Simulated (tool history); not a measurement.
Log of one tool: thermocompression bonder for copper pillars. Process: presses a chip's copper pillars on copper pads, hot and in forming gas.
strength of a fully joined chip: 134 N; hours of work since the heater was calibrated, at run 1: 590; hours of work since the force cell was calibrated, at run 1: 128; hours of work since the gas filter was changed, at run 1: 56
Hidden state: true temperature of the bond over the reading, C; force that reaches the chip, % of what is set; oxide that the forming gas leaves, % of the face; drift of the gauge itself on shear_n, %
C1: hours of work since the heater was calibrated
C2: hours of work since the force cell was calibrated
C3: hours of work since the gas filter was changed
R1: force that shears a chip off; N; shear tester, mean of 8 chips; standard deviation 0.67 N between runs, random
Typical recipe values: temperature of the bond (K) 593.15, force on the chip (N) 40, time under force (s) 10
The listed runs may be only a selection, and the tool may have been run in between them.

Run 1, hour 0: usual settings; C1 590; C2 128; C3 56. Result: R1 59.5 N.
Run 2, hour 5.7: usual settings; C1 595; C2 132; C3 60. Result: R1 60.2 N.
Run 3, hour 16.3: usual settings; C1 603; C2 140; C3 69. Result: R1 60 N.
Run 4, hour 21.8: usual settings; C1 607; C2 145; C3 73. Result: R1 61.3 N.
Run 5, hour 28: usual settings; C1 612; C2 149; C3 78. Result: R1 60.2 N.
Run 6, hour 34.6: usual settings but force on the chip (N) 56; C1 617; C2 155; C3 83. Result: R1 78.3 N.
Run 7, hour 45.3: usual settings but temperature of the bond (K) 615.15; C1 625; C2 163; C3 91. Result: R1 77.9 N.
Run 8, hour 50.3: usual settings but temperature of the bond (K) 615.15; C1 629; C2 167; C3 95. Result: R1 76.7 N.
Run 9, hour 55.2: usual settings but temperature of the bond (K) 564.15, force on the chip (N) 31, time under force (s) 7; C1 633; C2 170; C3 99. Result: R1 26.9 N.
Run 10, hour 60.7: usual settings but temperature of the bond (K) 588.15, force on the chip (N) 31, time under force (s) 6; C1 637; C2 175; C3 103. Result: R1 37.4 N.
Run 11, hour 68.3: usual settings but temperature of the bond (K) 600.15, force on the chip (N) 26, time under force (s) 15; C1 643; C2 181; C3 109. Result: R1 52.4 N.
Run 12, hour 77: usual settings but temperature of the bond (K) 618.15, force on the chip (N) 26, time under force (s) 15; C1 650; C2 187; C3 115. Result: R1 64.1 N.

What does the tool deliver on the next run?
Run 13, hour 85.9: usual settings but temperature of the bond (K) 618.15, force on the chip (N) 26, time under force (s) 15; C1 656; C2 194; C3 122. Result: R1 ?.

{"run 13": {"R1": 65}}
If the tool had no hidden condition, the same run with the same run-to-run variation would have returned R1 65 N.
